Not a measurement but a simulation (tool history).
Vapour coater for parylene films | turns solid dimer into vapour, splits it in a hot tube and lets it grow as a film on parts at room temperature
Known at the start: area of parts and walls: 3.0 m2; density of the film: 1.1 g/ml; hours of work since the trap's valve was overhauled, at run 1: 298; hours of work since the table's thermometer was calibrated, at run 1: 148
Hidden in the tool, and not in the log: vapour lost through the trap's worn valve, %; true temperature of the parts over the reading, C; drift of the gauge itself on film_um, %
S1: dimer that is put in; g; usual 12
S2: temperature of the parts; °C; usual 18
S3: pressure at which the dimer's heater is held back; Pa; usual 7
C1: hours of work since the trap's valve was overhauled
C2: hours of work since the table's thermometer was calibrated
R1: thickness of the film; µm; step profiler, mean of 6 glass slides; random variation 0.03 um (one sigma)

Run 1, hour 0: usual settings; C1 298; C2 148. Result: R1 2.43 µm.
Run 2, hour 45: usual settings; C1 334; C2 183. Result: R1 2.41 µm.
At hour 67.9: trap's valve overhauled.
Run 3, hour 74.8: usual settings; C1 5; C2 203. Result: R1 2.16 µm.
Run 4, hour 95.3: usual settings; C1 22; C2 219. Result: R1 2.14 µm.
Run 5, hour 138.6: usual settings but S3 5.74 Pa; C1 56; C2 254. Result: R1 2.17 µm.
Run 6, hour 183.6: usual settings but S2 17 °C; C1 91; C2 289. Result: R1 2.16 µm.
Run 7, hour 223.3: usual settings but S1 19 g; C1 122; C2 320. Result: R1 3.22 µm.
Run 8, hour 267.4: usual settings; C1 157; C2 355. Result: R1 2.01 µm.
At hour 282.6: trap's valve overhauled, once more.
Run 9, hour 304.5: usual settings but S3 11.14 Pa; C1 17; C2 381. Result: R1 2.61 µm.
Run 10, hour 344.2: usual settings but S3 11.14 Pa; C1 49; C2 412. Result: R1 2.59 µm.
Run 11, hour 391.2: usual settings but S3 11.14 Pa; C1 86; C2 449. Result: R1 2.55 µm.
Run 12, hour 412.6: usual settings but S1 9 g, S3 11.14 Pa; C1 102; C2 466. Result: R1 1.93 µm.
Run 13, hour 438.3: usual settings but S1 9 g, S3 11.14 Pa; C1 123; C2 487. Result: R1 1.88 µm.
Run 14, hour 457.4: usual settings; C1 138; C2 502. Result: R1 2.54 µm.
Run 15, hour 478.9: usual settings; C1 155; C2 518. Result: R1 2.58 µm.
Run 16, hour 513.3: usual settings but S1 9 g; C1 182; C2 546. Result: R1 1.92 µm.
Run 17, hour 540.8: usual settings but S3 3.92 Pa; C1 203; C2 567. Result: R1 2.72 µm.
Run 18, hour 582.8: usual settings but S3 3.92 Pa; C1 236; C2 600. Result: R1 2.63 µm.
Run 19, hour 625.2: usual settings but S1 7 g, S2 10 °C, S3 4.33 Pa; C1 270; C2 634. Result: R1 1.92 µm.
Run 20, hour 666.2: usual settings but S1 7 g, S2 10 °C, S3 4.33 Pa; C1 302; C2 666. Result: R1 1.81 µm.
Run 21, hour 701.1: usual settings but S1 20 g, S3 6.6 Pa; C1 330; C2 694. Result: R1 3.97 µm.
At hour 731.2: trap's valve overhauled.
Run 22, hour 734.7: usual settings but S1 9 g, S2 28 °C, S3 4.46 Pa; C1 3; C2 717. Result: R1 1.41 µm.
Run 23, hour 776.5: usual settings but S1 8 g, S3 5.72 Pa; C1 36; C2 750. Result: R1 1.85 µm.
Run 24, hour 802.1: usual settings but S1 8 g, S3 5.72 Pa; C1 56; C2 770. Result: R1 1.85 µm.
Run 25, hour 842.7: usual settings but S1 8 g, S3 5.72 Pa; C1 88; C2 802. Result: R1 1.79 µm.
Run 26, hour 876.1: usual settings but S2 10 °C, S3 3.51 Pa; C1 114; C2 828. Result: R1 3.42 µm.
Run 27, hour 903.3: usual settings but S1 6 g, S2 24 °C; C1 136; C2 850. Result: R1 1.02 µm.
Run 28, hour 944.1: usual settings but S1 6 g, S2 24 °C; C1 168; C2 882. Result: R1 1.02 µm.
Run 29, hour 984.8: usual settings but S1 8 g, S2 25 °C, S3 2.97 Pa; C1 200; C2 914. Result: R1 1.38 µm.
Run 30, hour 1011.3: usual settings but S1 8 g, S2 25 °C, S3 2.97 Pa; C1 221; C2 935. Result: R1 1.36 µm.
Run 31, hour 1033.3: usual settings but S1 19 g, S2 16 °C, S3 11.97 Pa; C1 238; C2 952. Result: R1 4.14 µm.
Run 32, hour 1052.8: usual settings but S1 11 g, S2 11 °C, S3 9.56 Pa; C1 253; C2 967. Result: R1 2.92 µm.
Run 33, hour 1090.7: usual settings but S1 11 g, S2 11 °C, S3 9.56 Pa; C1 283; C2 997. Result: R1 2.88 µm.
Run 34, hour 1116.8: usual settings but S1 6 g, S2 21 °C, S3 9.33 Pa; C1 304; C2 1018. Result: R1 1.03 µm.
Run 35, hour 1137.2: usual settings but S2 21 °C; C1 320; C2 1034. Result: R1 2.09 µm.
At hour 1179.7: trap's valve overhauled.
Run 36, hour 1185.1: usual settings but S2 19 °C, S3 11.26 Pa; C1 4; C2 1069. Result: R1 2.52 µm.

4 ways to go on from here, each from the tool as it stands after run 36. What would each give?
Run A, hour 1221.1: usual settings but S2 13 °C, S3 2.35 Pa; C1 33; C2 1097. Result: R1 ?.
Run B, hour 1221.1: usual settings but S1 19 g; C1 33; C2 1097. Result: R1 ?.
Run C, hour 1221.1: usual settings but S2 11 °C, S3 11.26 Pa; C1 33; C2 1097. Result: R1 ?.
Run D, hour 1221.1: usual settings but S2 22 °C; C1 33; C2 1097. Result: R1 ?.

run    R1
  A  3.47
  B  4.29
  C  3.53
  D  2.31
Without the tool's hidden state the same runs would have given:
run    R1
  A  3.53
  B  4.36
  C  3.59
  D  2.35
